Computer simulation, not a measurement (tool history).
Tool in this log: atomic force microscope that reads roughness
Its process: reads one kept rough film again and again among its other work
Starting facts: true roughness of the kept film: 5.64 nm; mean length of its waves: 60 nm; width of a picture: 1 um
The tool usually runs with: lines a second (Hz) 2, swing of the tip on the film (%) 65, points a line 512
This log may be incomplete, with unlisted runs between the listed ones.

| run | hour | lines a second (Hz) | swing of the tip on the film (%) | points a line | roughness of the kept film (nm (root mean square)) |
|---|---|---|---|---|---|
| 1 | 0 | 2 | 65 | 512 | 4.878 |
| 2 | 32.5 | 2 | 65 | 512 | 5.23 |
| 3 | 56.7 | 2 | 65 | 512 | 5.121 |
| 4 | 93.1 | 2 | 65 | 512 | 5.044 |
| 5 | 121.8 | 2 | 65 | 512 | 4.943 |
| 6 | 158.3 | 2 | 65 | 512 | 4.874 |
| 7 | 183.3 | 2 | 65 | 701 | 5.189 |
| 8 | 209 | 2 | 65 | 512 | 5.176 |
| 9 | 234.7 | 2 | 65 | 982 | 5.106 |
| 10 | 266.6 | 2 | 65 | 982 | 4.994 |
| 11 | 301.9 | 2 | 65 | 982 | 4.873 |
| 12 | 329.2 | 1.42 | 65 | 512 | 5.241 |
| 13 | 351.4 | 1.42 | 65 | 512 | 5.207 |
| 14 | 380.6 | 2.04 | 65 | 512 | 5.049 |
| 15 | 406.7 | 2.04 | 65 | 512 | 4.99 |
| 16 | 437.1 | 2.04 | 65 | 512 | 4.926 |
| 17 | 458.8 | 1.28 | 65 | 512 | 4.921 |
| 18 | 483 | 1.28 | 65 | 512 | 5.28 |
| 19 | 502.4 | 1.28 | 65 | 512 | 5.246 |
| 20 | 523.8 | 1.28 | 65 | 512 | 5.173 |
| 21 | 550.7 | 2 | 65 | 512 | 5.015 |
| 22 | 583.3 | 2 | 65 | 512 | 4.914 |
| 23 | 607.9 | 2 | 65 | 512 | 4.853 |
| 24 | 628.6 | 2 | 65 | 512 | 5.263 |
| 25 | 651.1 | 2 | 65 | 512 | 5.218 |
| 26 | 688 | 0.8 | 90 | 670 | 5.037 |
| 27 | 715.9 | 0.8 | 90 | 670 | 4.927 |
| 28 | 752.8 | 0.8 | 90 | 670 | 4.874 |
| 29 | 781.7 | 1.63 | 80 | 483 | 5.108 |
| 30 | 802.9 | 1.05 | 60 | 512 | 5.322 |
| 31 | 839.5 | 1.05 | 60 | 512 | 5.217 |
| 32 | 858.3 | 1.05 | 60 | 530 | 5.16 |
| 33 | 895.9 | 1.82 | 65 | 317 | 4.935 |
| 34 | 925.2 | 2.05 | 70 | 330 | 5.143 |
| 35 | 958.4 | 2 | 74 | 437 | 4.989 |
| 36 | 989.9 | 0.78 | 65 | 512 | 5.082 |
| 37 | 1027.5 | 3.59 | 61 | 424 | 4.851 |
| 38 | 1055.1 | 3.59 | 61 | 424 | 4.792 |
| 39 | 1076.2 | 0.63 | 68 | 487 | 5.284 |
| 40 | 1110.6 | 2.22 | 61 | 487 | 5.132 |
| 41 | 1142.9 | 2.4 | 65 | 765 | 4.973 |
| 42 | 1164.6 | 0.8 | 65 | 512 | 5.021 |
| 43 | 1201.4 | 2.58 | 67 | 512 | 4.81 |
| 44 | 1224.9 | 1.02 | 76 | 445 | 5.273 |
| 45 | 1242.8 | 1.02 | 76 | 445 | 5.176 |
| 46 | 1271.2 | 1.02 | 76 | 445 | 5.109 |
| 47 | 1306.1 | 2.4 | 65 | 399 | 4.919 |
| 48 | 1338.9 | 2.4 | 65 | 399 | 4.875 |
| 49 | 1374 | 2.8 | 67 | 273 | 5.155 |
| 50 | 1394.5 | 2.8 | 67 | 273 | 5.054 |

Withheld: 12 entries from between the runs. Position of each, and hidden state at the listed run before versus the listed run after:
In the gap between runs 1 and 2: new tip fitted (hour 18.7)
  radius of the tip, nm: 20.4 -> 8.3; height scale over the true one, %: 0.48 -> 0.51
  what was measured, less what the result would be without the hidden state, roughness of the kept film (nm (root mean square)): -0.362 -> -0.015
In the gap between runs 6 and 7: new tip fitted (hour 168.1)
  radius of the tip, nm: 20.9 -> 8.7; height scale over the true one, %: 0.63 -> 0.65
  what was measured, less what the result would be without the hidden state, roughness of the kept film (nm (root mean square)): -0.369 -> -0.018
In the gap between runs 11 and 12: new tip fitted (hour 318)
  radius of the tip, nm: 20.8 -> 8.7; height scale over the true one, %: 0.76 -> 0.78
  what was measured, less what the result would be without the hidden state, roughness of the kept film (nm (root mean square)): -0.36 -> -0.011
In the gap between runs 17 and 18: new tip fitted (hour 467.6)
  radius of the tip, nm: 20.9 -> 8.8; height scale over the true one, %: 0.9 -> 0.92
  what was measured, less what the result would be without the hidden state, roughness of the kept film (nm (root mean square)): -0.357 -> -0.007
In the gap between runs 23 and 24: new tip fitted (hour 618.7)
  radius of the tip, nm: 21.6 -> 7.9; height scale over the true one, %: 1.03 -> 1.05
  what was measured, less what the result would be without the hidden state, roughness of the kept film (nm (root mean square)): -0.367 -> +0.026
In the gap between runs 26 and 27: height scale calibrated on a step standard (hour 690.9)
  radius of the tip, nm: 13.5 -> 16.2; height scale over the true one, %: 1.1 -> 1.5
  what was measured, less what the result would be without the hidden state, roughness of the kept film (nm (root mean square)): -0.136 -> -0.191
In the gap between runs 28 and 29: new tip fitted (hour 770.5)
  radius of the tip, nm: 19.7 -> 8.5; height scale over the true one, %: 1.53 -> 1.56
  what was measured, less what the result would be without the hidden state, roughness of the kept film (nm (root mean square)): -0.287 -> +0.032
In the gap between runs 33 and 34: height scale calibrated on a step standard, once more (hour 911.9); new tip fitted (hour 921.2)
  radius of the tip, nm: 20.1 -> 7.8; height scale over the true one, %: 1.66 -> 0.02
  what was measured, less what the result would be without the hidden state, roughness of the kept film (nm (root mean square)): -0.297 -> -0.023
In the gap between runs 38 and 39: new tip fitted (hour 1072.3)
  radius of the tip, nm: 21 -> 7.9; height scale over the true one, %: 0.13 -> 0.15
  what was measured, less what the result would be without the hidden state, roughness of the kept film (nm (root mean square)): -0.392 -> -0.019
In the gap between runs 43 and 44: new tip fitted (hour 1222.7)
  radius of the tip, nm: 20.8 -> 7.5; height scale over the true one, %: 0.26 -> 0.28
  what was measured, less what the result would be without the hidden state, roughness of the kept film (nm (root mean square)): -0.379 -> -0.002
In the gap between runs 48 and 49: new tip fitted (hour 1374)
  radius of the tip, nm: 19.2 -> 7.4; height scale over the true one, %: 0.39 -> 0.42
  what was measured, less what the result would be without the hidden state, roughness of the kept film (nm (root mean square)): -0.333 -> +0.009
